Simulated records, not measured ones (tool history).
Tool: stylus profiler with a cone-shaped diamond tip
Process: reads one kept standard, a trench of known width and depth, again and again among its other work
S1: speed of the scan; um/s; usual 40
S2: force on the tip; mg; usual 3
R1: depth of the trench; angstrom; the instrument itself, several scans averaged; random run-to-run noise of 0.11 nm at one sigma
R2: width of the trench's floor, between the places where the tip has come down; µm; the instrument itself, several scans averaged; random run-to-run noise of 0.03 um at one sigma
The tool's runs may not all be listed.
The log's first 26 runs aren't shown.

run,hour,S1,S2,R1,R2
27,1397.5,31,1.54,2011.1,17.88
28,1479.3,44,3.88,2017.4,17.9
29,1521.6,150,1.61,2009,17.32
30,1568.6,96,2.4,2012.2,17.67
31,1625.6,96,4.46,2018.3,17.81
32,1689.6,96,4.46,2018.7,17.76
33,1729.1,105,7.4,2027.4,17.84
34,1777.3,113,4.16,2018.9,17.71
35,1830.3,77,2.3,2012.8,17.69
36,1880,40,1.63,2009.3,17.82

Below are 4 alternative next runs, each starting from the tool's condition after run 36. Predict each:
A,1926.4,23,2.37,?,?
B,1926.4,38,1.63,?,?
C,1926.4,15,1.05,?,?
D,1926.4,36,8.16,?,?

run,R1,R2
A,2012.5,17.94
B,2009.2,17.88
C,2007.3,17.91
D,2029.3,17.97
With no hidden state in the tool, these same runs would have given:
run,R1,R2
A,2012.3,17.95
B,2009,17.89
C,2007.1,17.93
D,2029.1,17.99

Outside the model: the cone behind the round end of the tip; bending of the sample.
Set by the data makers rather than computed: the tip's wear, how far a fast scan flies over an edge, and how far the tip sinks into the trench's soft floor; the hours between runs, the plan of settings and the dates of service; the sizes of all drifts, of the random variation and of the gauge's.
